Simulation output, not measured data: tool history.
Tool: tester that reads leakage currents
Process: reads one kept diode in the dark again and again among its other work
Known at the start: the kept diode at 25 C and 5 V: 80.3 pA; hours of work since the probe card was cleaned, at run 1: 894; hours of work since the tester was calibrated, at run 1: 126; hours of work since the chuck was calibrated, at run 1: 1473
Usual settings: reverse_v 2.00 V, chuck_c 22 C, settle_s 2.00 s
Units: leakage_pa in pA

| run | hour | reverse_v | chuck_c | settle_s | hours of work since the probe card was cleaned | hours of work since the tester was calibrated | hours of work since the chuck was calibrated | leakage_pa |
|---|---|---|---|---|---|---|---|---|
| 1 | 0.0 | 2.00 | 22 | 2.00 | 894 | 126 | 1473 | 30.98 |
| 2 | 60.9 | 2.00 | 22 | 2.00 | 936 | 168 | 1515 | 30.99 |
| 3 | 112.9 | 2.00 | 22 | 2.00 | 972 | 204 | 1551 | 30.97 |
|  | 156.6 | chuck's temperature calibrated |
| 4 | 183.9 | 2.00 | 22 | 2.00 | 1020 | 252 | 19 | 38.34 |
| 5 | 216.5 | 2.00 | 22 | 2.00 | 1042 | 275 | 42 | 38.43 |
| 6 | 267.1 | 2.00 | 22 | 2.00 | 1077 | 310 | 77 | 38.38 |
| 7 | 305.5 | 2.00 | 22 | 2.00 | 1104 | 336 | 103 | 38.04 |
| 8 | 349.6 | 2.00 | 22 | 2.00 | 1135 | 367 | 134 | 37.92 |
| 9 | 404.2 | 2.00 | 22 | 0.53 | 1173 | 405 | 172 | 39.08 |
| 10 | 441.0 | 2.00 | 22 | 2.00 | 1198 | 430 | 197 | 37.87 |
| 11 | 499.8 | 2.00 | 22 | 2.00 | 1239 | 471 | 238 | 37.60 |
| 12 | 532.2 | 2.00 | 22 | 2.00 | 1261 | 494 | 260 | 37.52 |
| 13 | 599.2 | 2.00 | 22 | 2.00 | 1308 | 540 | 307 | 37.58 |
| 14 | 649.1 | 2.00 | 22 | 2.00 | 1342 | 575 | 342 | 37.26 |
| 15 | 688.5 | 2.00 | 22 | 2.00 | 1370 | 602 | 369 | 36.92 |
| 16 | 733.6 | 2.00 | 22 | 2.00 | 1401 | 633 | 400 | 36.84 |
| 17 | 796.8 | 2.00 | 22 | 2.00 | 1445 | 677 | 444 | 36.59 |
| 18 | 860.4 | 3.55 | 22 | 2.00 | 1489 | 721 | 488 | 50.87 |
| 19 | 892.5 | 3.55 | 22 | 2.00 | 1511 | 744 | 510 | 50.50 |
| 20 | 957.2 | 3.55 | 22 | 2.00 | 1556 | 788 | 555 | 50.17 |
| 21 | 987.7 | 1.27 | 22 | 1.23 | 1577 | 810 | 576 | 28.30 |
| 22 | 1016.5 | 4.96 | 22 | 0.65 | 1597 | 829 | 596 | 63.20 |
| 23 | 1080.5 | 9.20 | 25 | 0.65 | 1641 | 874 | 641 | 116.64 |
| 24 | 1109.5 | 9.20 | 25 | 0.65 | 1662 | 894 | 661 | 116.60 |
| 25 | 1169.1 | 9.20 | 25 | 0.65 | 1703 | 935 | 702 | 116.74 |
| 26 | 1231.5 | 1.72 | 25 | 0.65 | 1746 | 979 | 745 | 43.60 |
| 27 | 1295.1 | 10.28 | 27 | 0.99 | 1790 | 1023 | 789 | 143.33 |
| 28 | 1324.7 | 1.70 | 51 | 0.54 | 1811 | 1043 | 810 | 411.67 |
| 29 | 1357.2 | 1.70 | 51 | 0.54 | 1833 | 1066 | 832 | 408.68 |
| 30 | 1402.6 | 1.70 | 36 | 7.14 | 1865 | 1097 | 864 | 113.61 |

Run 31 comes next. What will it give?
| 31 | 1460.0 | 1.70 | 36 | 7.14 | 1905 | 1137 | 904 | ? |

Run 31 gave leakage_pa 113.03 pA.
Without the tool's hidden state the same run would have given leakage_pa 124.97 pA.
